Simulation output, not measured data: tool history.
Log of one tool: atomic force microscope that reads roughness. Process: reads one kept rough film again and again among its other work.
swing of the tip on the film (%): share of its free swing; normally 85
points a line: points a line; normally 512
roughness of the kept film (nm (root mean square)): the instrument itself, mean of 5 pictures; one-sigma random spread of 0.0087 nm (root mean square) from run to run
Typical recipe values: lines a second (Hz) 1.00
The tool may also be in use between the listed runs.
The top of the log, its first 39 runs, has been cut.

run	hour	lines a second (Hz)	swing of the tip on the film (%)	points a line	pictures with this tip	hours of work since the height scale was calibrated	roughness of the kept film (nm (root mean square))
# hour 550.1: new tip fitted
40	563.9	1.00	84	750	21	399	1.925
41	581.7	1.00	84	991	48	408	1.954
42	592.3	1.00	85	383	65	413	1.928
43	608.4	2.82	85	794	89	422	1.705
44	625.1	2.82	85	794	115	431	1.716
45	635.5	2.82	85	794	131	436	1.698
46	648.6	1.59	85	512	151	443	1.840
# hour 653.7: new tip fitted
47	668.7	0.66	64	391	23	453	2.052
48	680.7	1.00	76	752	41	459	1.978
49	695.8	0.62	76	752	64	467	2.043

Branching from run 49: 5 alternative next runs. What would each branch give?
A	706.4	1.60	76	990	81	473	?
B	706.4	0.62	76	273	81	473	?
C	706.4	1.00	85	258	81	473	?
D	706.4	1.30	56	906	81	473	?
E	706.4	3.33	76	288	81	473	?

run	roughness of the kept film (nm (root mean square))
A	1.941
B	1.984
C	1.909
D	2.058
E	1.764
Take away the tool's hidden state, keep each run's random variation, and the runs would have read:
run	roughness of the kept film (nm (root mean square))
A	1.944
B	1.987
C	1.911
D	2.061
E	1.766

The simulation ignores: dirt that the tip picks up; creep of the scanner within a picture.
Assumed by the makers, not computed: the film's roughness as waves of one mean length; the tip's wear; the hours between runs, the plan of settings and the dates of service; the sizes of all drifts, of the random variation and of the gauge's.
